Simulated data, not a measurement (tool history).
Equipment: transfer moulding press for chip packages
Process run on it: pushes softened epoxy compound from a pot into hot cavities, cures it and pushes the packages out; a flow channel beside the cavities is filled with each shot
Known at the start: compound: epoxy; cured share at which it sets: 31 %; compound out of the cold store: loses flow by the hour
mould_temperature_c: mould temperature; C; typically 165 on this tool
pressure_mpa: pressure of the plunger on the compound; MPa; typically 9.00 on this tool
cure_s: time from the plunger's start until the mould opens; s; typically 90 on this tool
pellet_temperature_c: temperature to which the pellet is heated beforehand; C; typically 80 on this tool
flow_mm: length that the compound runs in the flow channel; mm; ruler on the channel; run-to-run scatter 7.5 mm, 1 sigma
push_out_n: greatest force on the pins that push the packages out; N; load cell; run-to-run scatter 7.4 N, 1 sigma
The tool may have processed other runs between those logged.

| run | day | mould_temperature_c | pressure_mpa | cure_s | pellet_temperature_c | incoming compound's hours out of the cold store | flow_mm | push_out_n |
|---|---|---|---|---|---|---|---|---|
| 1 | 0.000 | 165 | 9.00 | 90 | 80 | 39.0 | 845 | 303 |
| 2 | 1.208 | 165 | 9.00 | 90 | 80 | 23.0 | 887 | 325 |
|  | 1.825 | cavities cleaned with cleaning compound and waxed |
| 3 | 2.212 | 165 | 9.00 | 90 | 80 | 26.8 | 890 | 320 |
| 4 | 3.621 | 165 | 9.00 | 90 | 80 | 46.2 | 831 | 317 |
| 5 | 4.629 | 165 | 9.00 | 71 | 80 | 27.5 | 880 | 578 |
|  | 5.000 | cavities cleaned with cleaning compound and waxed |
| 6 | 5.879 | 165 | 9.00 | 71 | 80 | 24.3 | 884 | 604 |
| 7 | 6.708 | 165 | 9.00 | 90 | 83 | 9.5 | 955 | 328 |
| 8 | 8.008 | 165 | 9.00 | 90 | 83 | 8.6 | 934 | 335 |
|  | 8.179 | cavities cleaned with cleaning compound and waxed |
| 9 | 8.962 | 165 | 9.00 | 90 | 83 | 11.5 | 929 | 317 |
| 10 | 9.812 | 165 | 9.00 | 90 | 83 | 45.3 | 835 | 310 |
| 11 | 10.954 | 165 | 9.00 | 90 | 89 | 32.7 | 859 | 321 |
|  | 11.346 | cavities cleaned with cleaning compound and waxed |
| 12 | 11.629 | 165 | 9.00 | 90 | 89 | 41.3 | 838 | 306 |
| 13 | 13.012 | 165 | 9.00 | 90 | 89 | 19.4 | 903 | 320 |
| 14 | 13.925 | 165 | 9.00 | 90 | 89 | 38.5 | 858 | 314 |
|  | 14.500 | cavities cleaned with cleaning compound and waxed |
| 15 | 15.375 | 165 | 9.00 | 90 | 82 | 44.4 | 833 | 318 |
| 16 | 16.258 | 165 | 9.00 | 90 | 82 | 18.1 | 906 | 339 |
| 17 | 17.167 | 162 | 8.49 | 90 | 80 | 35.5 | 830 | 387 |
|  | 17.733 | cavities cleaned with cleaning compound and waxed |
| 18 | 18.096 | 162 | 8.49 | 90 | 80 | 25.3 | 873 | 406 |
|  | 18.775 | plunger's sealing rings changed |
|  | 18.958 | mould's thermocouples calibrated |
| 19 | 19.458 | 162 | 7.07 | 121 | 80 | 37.1 | 760 | 231 |
| 20 | 20.638 | 162 | 7.07 | 121 | 80 | 29.0 | 785 | 231 |
|  | 21.058 | cavities cleaned with cleaning compound and waxed |
| 21 | 21.350 | 172 | 9.00 | 127 | 82 | 38.2 | 855 | 204 |
| 22 | 22.279 | 158 | 8.90 | 98 | 75 | 41.5 | 847 | 415 |

Estimate the outcome of run 23 from the log above:
| 23 | 23.708 | 160 | 9.00 | 74 | 80 | 44.0 | ? | ? |

flow_mm: 849 mm
push_out_n: 656 N
The same run, on a tool lacking any hidden state, would have yielded flow_mm 850 mm, push_out_n 647 N.

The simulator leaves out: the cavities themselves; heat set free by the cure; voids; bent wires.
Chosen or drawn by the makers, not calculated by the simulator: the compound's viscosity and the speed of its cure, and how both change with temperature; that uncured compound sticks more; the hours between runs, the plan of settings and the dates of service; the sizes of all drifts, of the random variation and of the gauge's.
